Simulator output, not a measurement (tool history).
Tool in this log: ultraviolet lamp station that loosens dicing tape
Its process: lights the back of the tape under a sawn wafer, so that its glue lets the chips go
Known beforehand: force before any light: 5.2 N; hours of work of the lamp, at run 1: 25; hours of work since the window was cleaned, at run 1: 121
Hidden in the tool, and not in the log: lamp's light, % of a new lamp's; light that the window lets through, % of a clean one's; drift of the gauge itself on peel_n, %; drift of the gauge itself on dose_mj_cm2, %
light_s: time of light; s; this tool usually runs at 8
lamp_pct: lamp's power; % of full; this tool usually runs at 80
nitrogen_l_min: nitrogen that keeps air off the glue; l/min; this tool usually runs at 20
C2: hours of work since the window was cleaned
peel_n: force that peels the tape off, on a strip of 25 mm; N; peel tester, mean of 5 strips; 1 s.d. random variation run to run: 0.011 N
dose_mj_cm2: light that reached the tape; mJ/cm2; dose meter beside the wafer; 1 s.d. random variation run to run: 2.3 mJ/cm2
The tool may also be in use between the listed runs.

run 1 hour=0.0 | light_s=8 lamp_pct=80 nitrogen_l_min=20 | hours_of_work_of_the_lamp=25 C2=121 | peel_n=0.498 dose_mj_cm2=220
run 2 hour=8.1 | light_s=8 lamp_pct=80 nitrogen_l_min=20 | hours_of_work_of_the_lamp=29 C2=125 | peel_n=0.507 dose_mj_cm2=218
run 3 hour=15.9 | light_s=8 lamp_pct=80 nitrogen_l_min=20 | hours_of_work_of_the_lamp=32 C2=129 | peel_n=0.522 dose_mj_cm2=222
run 4 hour=20.5 | light_s=8 lamp_pct=80 nitrogen_l_min=20 | hours_of_work_of_the_lamp=35 C2=131 | peel_n=0.511 dose_mj_cm2=216
run 5 hour=28.4 | light_s=8 lamp_pct=80 nitrogen_l_min=20 | hours_of_work_of_the_lamp=38 C2=135 | peel_n=0.518 dose_mj_cm2=219
run 6 hour=38.0 | light_s=8 lamp_pct=80 nitrogen_l_min=20 | hours_of_work_of_the_lamp=43 C2=139 | peel_n=0.511 dose_mj_cm2=219
run 7 hour=42.6 | light_s=8 lamp_pct=80 nitrogen_l_min=20 | hours_of_work_of_the_lamp=45 C2=141 | peel_n=0.518 dose_mj_cm2=224
run 8 hour=47.5 | light_s=8 lamp_pct=80 nitrogen_l_min=20 | hours_of_work_of_the_lamp=47 C2=144 | peel_n=0.521 dose_mj_cm2=221
run 9 hour=54.2 | light_s=8 lamp_pct=88 nitrogen_l_min=20 | hours_of_work_of_the_lamp=50 C2=147 | peel_n=0.444 dose_mj_cm2=247
run 10 hour=59.3 | light_s=8 lamp_pct=88 nitrogen_l_min=20 | hours_of_work_of_the_lamp=53 C2=149 | peel_n=0.428 dose_mj_cm2=240
run 11 hour=68.1 | light_s=8 lamp_pct=88 nitrogen_l_min=20 | hours_of_work_of_the_lamp=57 C2=153 | peel_n=0.426 dose_mj_cm2=238
run 12 hour=73.4 | light_s=8 lamp_pct=88 nitrogen_l_min=20 | hours_of_work_of_the_lamp=59 C2=156 | peel_n=0.435 dose_mj_cm2=241
run 13 hour=80.4 | light_s=8 lamp_pct=88 nitrogen_l_min=20 | hours_of_work_of_the_lamp=62 C2=159 | peel_n=0.437 dose_mj_cm2=240
run 14 hour=86.9 | light_s=8 lamp_pct=88 nitrogen_l_min=20 | hours_of_work_of_the_lamp=65 C2=162 | peel_n=0.467 dose_mj_cm2=242
run 15 hour=94.5 | light_s=8 lamp_pct=88 nitrogen_l_min=20 | hours_of_work_of_the_lamp=69 C2=165 | peel_n=0.454 dose_mj_cm2=241
run 16 hour=101.6 | light_s=8 lamp_pct=88 nitrogen_l_min=20 | hours_of_work_of_the_lamp=72 C2=169 | peel_n=0.439 dose_mj_cm2=241
run 17 hour=109.8 | light_s=5 lamp_pct=80 nitrogen_l_min=20 | hours_of_work_of_the_lamp=76 C2=173 | peel_n=1.183 dose_mj_cm2=132
run 18 hour=119.4 | light_s=6 lamp_pct=80 nitrogen_l_min=20 | hours_of_work_of_the_lamp=80 C2=177 | peel_n=0.897 dose_mj_cm2=160
run 19 hour=125.5 | light_s=6 lamp_pct=80 nitrogen_l_min=20 | hours_of_work_of_the_lamp=83 C2=180 | peel_n=0.886 dose_mj_cm2=163
run 20 hour=132.2 | light_s=8 lamp_pct=80 nitrogen_l_min=20 | hours_of_work_of_the_lamp=86 C2=183 | peel_n=0.576 dose_mj_cm2=215
run 21 hour=139.6 | light_s=5 lamp_pct=94 nitrogen_l_min=10 | hours_of_work_of_the_lamp=90 C2=186 | peel_n=1.324 dose_mj_cm2=156
run 22 hour=148.6 | light_s=6 lamp_pct=95 nitrogen_l_min=20 | hours_of_work_of_the_lamp=94 C2=191 | peel_n=0.647 dose_mj_cm2=193
run 23 hour=157.5 | light_s=4 lamp_pct=72 nitrogen_l_min=12 | hours_of_work_of_the_lamp=98 C2=195 | peel_n=2.181 dose_mj_cm2=97
run 24 hour=166.0 | light_s=4 lamp_pct=72 nitrogen_l_min=12 | hours_of_work_of_the_lamp=102 C2=199 | peel_n=2.120 dose_mj_cm2=97
run 25 hour=171.9 | light_s=5 lamp_pct=83 nitrogen_l_min=12 | hours_of_work_of_the_lamp=105 C2=201 | peel_n=1.522 dose_mj_cm2=133
run 26 hour=177.2 | light_s=5 lamp_pct=83 nitrogen_l_min=30 | hours_of_work_of_the_lamp=107 C2=204 | peel_n=0.951 dose_mj_cm2=144
run 27 hour=181.1 | light_s=5 lamp_pct=83 nitrogen_l_min=30 | hours_of_work_of_the_lamp=109 C2=206 | peel_n=0.960 dose_mj_cm2=137
run 28 hour=187.4 | light_s=9 lamp_pct=63 nitrogen_l_min=30 | hours_of_work_of_the_lamp=112 C2=209 | peel_n=0.556 dose_mj_cm2=189
run 29 hour=191.5 | light_s=6 lamp_pct=77 nitrogen_l_min=20 | hours_of_work_of_the_lamp=114 C2=210 | peel_n=0.992 dose_mj_cm2=154
run 30 hour=201.2 | light_s=6 lamp_pct=77 nitrogen_l_min=20 | hours_of_work_of_the_lamp=119 C2=215 | peel_n=0.940 dose_mj_cm2=154
run 31 hour=205.6 | light_s=9 lamp_pct=80 nitrogen_l_min=20 | hours_of_work_of_the_lamp=121 C2=217 | peel_n=0.438 dose_mj_cm2=240
run 32 hour=213.1 | light_s=11 lamp_pct=80 nitrogen_l_min=36 | hours_of_work_of_the_lamp=124 C2=221 | peel_n=0.215 dose_mj_cm2=290
run 33 hour=220.7 | light_s=11 lamp_pct=80 nitrogen_l_min=36 | hours_of_work_of_the_lamp=128 C2=224 | peel_n=0.216 dose_mj_cm2=293
run 34 hour=226.0 | light_s=11 lamp_pct=80 nitrogen_l_min=36 | hours_of_work_of_the_lamp=130 C2=227 | peel_n=0.216 dose_mj_cm2=289
run 35 hour=234.6 | light_s=15 lamp_pct=80 nitrogen_l_min=7 | hours_of_work_of_the_lamp=134 C2=231 | peel_n=0.361 dose_mj_cm2=396
run 36 hour=239.8 | light_s=7 lamp_pct=68 nitrogen_l_min=9 | hours_of_work_of_the_lamp=136 C2=233 | peel_n=1.437 dose_mj_cm2=153
run 37 hour=247.8 | light_s=5 lamp_pct=80 nitrogen_l_min=29 | hours_of_work_of_the_lamp=140 C2=237 | peel_n=0.979 dose_mj_cm2=133
run 38 hour=256.8 | light_s=5 lamp_pct=80 nitrogen_l_min=29 | hours_of_work_of_the_lamp=144 C2=241 | peel_n=1.013 dose_mj_cm2=128
run 39 hour=260.8 | light_s=5 lamp_pct=80 nitrogen_l_min=29 | hours_of_work_of_the_lamp=146 C2=243 | peel_n=1.040 dose_mj_cm2=132

Pick out some run-to-run changes in peel_n. Of each, how much would a tool without hidden state show as well, from the settings, what came in and chance, and how much is left for the hidden state and any gauge scatter not in both results compared?
Run 16 -> 17: light_s 8 -> 5, lamp_pct 88 -> 80. peel_n +0.744 N: hidden state +0.046, all else +0.698.
Run 20 -> 21: light_s 8 -> 5, lamp_pct 80 -> 94, nitrogen_l_min 20 -> 10. peel_n +0.748 N: hidden state +0.041, all else +0.707.
Run 22 -> 23: light_s 6 -> 4, lamp_pct 95 -> 72, nitrogen_l_min 20 -> 12. peel_n +1.534 N: hidden state +0.052, all else +1.482.
Run 35 -> 36: light_s 15 -> 7, lamp_pct 80 -> 68, nitrogen_l_min 7 -> 9. peel_n +1.076 N: hidden state +0.088, all else +0.988.

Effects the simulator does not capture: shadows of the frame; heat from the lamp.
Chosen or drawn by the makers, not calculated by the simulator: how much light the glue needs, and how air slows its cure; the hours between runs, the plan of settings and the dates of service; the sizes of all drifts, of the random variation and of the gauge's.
